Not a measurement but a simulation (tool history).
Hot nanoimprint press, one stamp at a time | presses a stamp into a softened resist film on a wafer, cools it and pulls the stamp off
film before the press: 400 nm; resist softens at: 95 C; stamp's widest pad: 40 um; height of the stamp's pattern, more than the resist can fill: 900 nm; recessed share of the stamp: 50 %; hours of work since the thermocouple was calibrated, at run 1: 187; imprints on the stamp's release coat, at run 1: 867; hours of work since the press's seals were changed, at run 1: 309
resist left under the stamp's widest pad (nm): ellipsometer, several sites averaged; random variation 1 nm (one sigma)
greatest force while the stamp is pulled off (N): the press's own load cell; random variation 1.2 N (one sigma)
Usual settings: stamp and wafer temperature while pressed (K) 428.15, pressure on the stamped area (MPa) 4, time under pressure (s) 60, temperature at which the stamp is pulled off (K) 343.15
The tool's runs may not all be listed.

run,day,stamp and wafer temperature while pressed (K),pressure on the stamped area (MPa),time under pressure (s),temperature at which the stamp is pulled off (K),hours of work since the thermocouple was calibrated,imprints on the stamp's release coat,hours of work since the press's seals were changed,resist left under the stamp's widest pad (nm),greatest force while the stamp is pulled off (N)
1,0,428.15,4,60,343.15,187,867,309,222.6,114
2,1.467,428.15,4,60,343.15,204,965,326,221,115
3,2.671,428.15,4,60,343.15,219,1046,341,220.5,118
4,3.912,428.15,4,60,343.15,233,1129,355,222.7,117
5,4.596,428.15,4,60,343.15,241,1175,363,218.9,117
# day 5.029: stamp cleaned and given a new release coat
6,6.225,428.15,4,60,343.15,258,80,380,219.7,99
7,7.229,422.15,4,60,343.15,270,147,392,273,101
8,7.95,428.15,4,81,343.15,278,196,400,199.7,101
9,9.125,436.15,4,60,343.15,292,274,414,159.1,103
10,10.358,436.15,4,60,343.15,307,357,429,159.3,105
11,11.25,428.15,4,104,343.15,317,417,439,182.7,105
12,12.708,428.15,4,104,343.15,335,514,457,181.5,106
13,14.171,428.15,4,60,343.15,352,612,474,218.1,108
14,15.038,428.15,4,66,343.15,362,670,484,209.5,107
15,15.946,432.15,4,60,343.15,373,731,495,183.7,107
16,16.762,432.15,4,60,343.15,383,786,505,185,109
17,18.112,431.15,4,60,337.15,399,876,521,190.3,127
18,18.946,431.15,4,60,337.15,408,932,530,189.7,130
# day 19.854: plate thermocouple calibrated
19,19.933,424.15,2.75,59,334.15,1,990,541,306.6,140
20,20.7,424.15,4.74,59,334.15,10,1041,550,254.5,145
21,21.712,424.15,4.74,31,334.15,22,1109,562,292.1,150
22,22.571,426.15,2.81,31,334.15,32,1166,572,322.7,151
# day 23.196: stamp cleaned and given a new release coat
23,24.25,428.15,4,36,343.15,49,71,589,265.4,101
24,24.988,427.15,2.62,30,343.15,58,120,598,325.9,105
25,25.812,427.15,3.06,104,343.15,68,176,607,229.1,101
26,27.246,427.15,3.06,104,343.15,85,272,624,228,106
27,28.142,427.15,3.06,104,343.15,95,332,635,230.2,108
28,28.896,422.15,4.46,39,330.15,104,382,644,301.6,142
29,30.458,435.15,3.87,74,343.15,123,487,662,164.7,109

The same runs without the tool's hidden state, with the same run-to-run variation:
The hidden state here: true temperature over the reading, C; pressure that arrives at the usual setting, %; grip of the stamp's worn release coat, % over a new coat's; drift of the gauge itself on residual_nm, %; drift of the gauge itself on pull_off_n, %.
run,resist left under the stamp's widest pad (nm),greatest force while the stamp is pulled off (N)
1,231.2,103
2,230.2,102
3,230.2,103
4,233,101
5,229.4,101
6,230.8,101
7,285.5,102
8,211,101
9,168,102
10,168.5,103
11,194.8,102
12,194.1,102
13,232.3,102
14,223.8,101
15,196.5,100
16,198.2,102
17,204.3,115
18,204.1,118
19,305.8,120
20,252.9,124
21,291.1,126
22,322.8,127
23,265.5,101
24,326.8,103
25,230.4,99
26,229.8,102
27,232.5,104
28,303.6,135
29,166.5,102
